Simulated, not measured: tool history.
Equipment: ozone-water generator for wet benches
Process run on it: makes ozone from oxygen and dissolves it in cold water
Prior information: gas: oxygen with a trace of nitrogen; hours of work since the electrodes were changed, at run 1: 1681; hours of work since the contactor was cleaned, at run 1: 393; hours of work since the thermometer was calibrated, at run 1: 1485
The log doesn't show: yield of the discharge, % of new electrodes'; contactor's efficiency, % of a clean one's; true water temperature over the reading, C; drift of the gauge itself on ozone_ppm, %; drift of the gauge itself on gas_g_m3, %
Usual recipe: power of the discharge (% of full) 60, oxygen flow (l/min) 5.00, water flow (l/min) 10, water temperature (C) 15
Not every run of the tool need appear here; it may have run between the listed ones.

run    hour  power of the discharge (% of full)  oxygen flow (l/min)  water flow (l/min)  water temperature (C)  hours of work since the electrodes were changed  hours of work since the contactor was cleaned  hours of work since the thermometer was calibrated  dissolved ozone (ppm)  ozone in the gas ahead of the water (g/m3)
  1     0.0                                  60                 5.00                  10                     15                                             1681                                            393                                                1485                   36.2                                       214.0
  2    39.4                                  60                 5.00                  10                     15                                             1716                                            428                                                1520                   35.8                                       212.5
  3    73.1                                  60                 5.00                  10                     15                                             1746                                            458                                                1550                   36.4                                       211.2
  4    96.2                                  60                 5.00                  10                      7                                             1767                                            479                                                1571                   41.2                                       212.1
  5   143.4                                  60                 5.00                  10                      7                                             1809                                            521                                                1613                   41.3                                       210.0
  6   170.4                                  60                 5.00                  10                      7                                             1833                                            545                                                1637                   41.5                                       211.9
  7   203.1                                  54                 5.00                  10                     15                                             1862                                            574                                                1666                   33.0                                       196.2
  8   231.4                                  54                 5.00                  10                     15                                             1888                                            599                                                1691                   33.3                                       194.7
  9   275.4                                  54                 5.00                  10                     15                                             1927                                            639                                                1731                   32.8                                       195.1
 10   314.0                                  54                 5.00                  10                     15                                             1961                                            673                                                1765                   33.0                                       194.4
 11   343.2                                  60                 5.00                   8                     15                                             1987                                            699                                                1791                   40.5                                       210.5
 12   365.8                                  60                 5.00                  10                     15                                             2007                                            719                                                1811                   35.5                                       210.1
 13   397.6                                  60                 5.00                  10                     15                                             2036                                            748                                                1840                   35.7                                       209.9
 14   433.2                                  60                 5.00                  10                     15                                             2068                                            779                                                1871                   36.0                                       209.5
 15   478.3                                  54                 5.00                  10                     15                                             2108                                            820                                                1912                   32.5                                       192.2
 16   522.1                                  54                 5.00                   7                     15                                             2147                                            859                                                1951                   40.1                                       192.4
      526.6  -- water thermometer calibrated
 17   548.0                                  60                 9.00                  10                     15                                             2170                                            881                                                  19                   29.5                                       141.1
 18   578.5                                  74                 5.00                   8                      7                                             2197                                            909                                                  46                   54.6                                       245.4
 19   622.4                                  74                 5.00                   8                      7                                             2236                                            948                                                  86                   54.6                                       242.3
 20   649.7                                  74                 3.61                   7                     14                                             2260                                            972                                                 110                   56.7                                       300.8
 21   684.4                                  74                 3.61                  16                     14                                             2291                                           1003                                                 141                   30.9                                       302.5
      687.2  -- water thermometer calibrated, once more
 22   719.4                                  60                 5.00                  15                     15                                             2322                                           1034                                                  29                   26.3                                       208.3
 23   751.5                                  51                 3.13                  14                     15                                             2351                                           1063                                                  57                   26.1                                       247.6
 24   794.9                                  51                 3.13                   6                     17                                             2390                                           1101                                                  96                   45.2                                       246.5
 25   830.6                                  51                 3.13                   6                     17                                             2421                                           1133                                                 128                   45.2                                       250.0
 26   871.5                                  79                 3.52                  10                      8                                             2458                                           1170                                                 165                   50.5                                       317.7
 27   895.1                                  80                 5.00                  10                     15                                             2479                                           1191                                                 186                   42.9                                       257.0
 28   927.5                                  60                 5.00                  12                     15                                             2508                                           1220                                                 215                   30.8                                       204.5
 29   960.0                                  60                 5.00                  12                     15                                             2537                                           1249                                                 244                   30.8                                       206.0
 30   994.1                                  60                 8.48                  12                     15                                             2567                                           1279                                                 274                   26.9                                       143.6
 31  1025.6                                  43                 5.30                  12                      8                                             2596                                           1307                                                 302                   26.9                                       153.7
 32  1072.4                                  43                 5.81                  14                     14                                             2637                                           1349                                                 344                   21.0                                       144.3

3 ways to go on from here, each from the tool as it stands after run 32. What would each give?
  A  1121.8                                  59                 4.44                  14                     14                                             2681                                           1393                                                 388                      ?                                           ?
  B  1121.8                                  43                 6.97                  14                     14                                             2681                                           1393                                                 388                      ?                                           ?
  C  1121.8                                  60                 5.00                  10                      9                                             2681                                           1393                                                 388                      ?                                           ?

run  dissolved ozone (ppm)  ozone in the gas ahead of the water (g/m3)
  A                   28.1                                       218.1
  B                   20.4                                       129.9
  C                   38.4                                       204.7
The same runs, with their run-to-run variation unchanged, on a tool lacking any hidden condition would have given:
run  dissolved ozone (ppm)  ozone in the gas ahead of the water (g/m3)
  A                   31.9                                       245.3
  B                   22.5                                       141.2
  C                   43.7                                       230.7
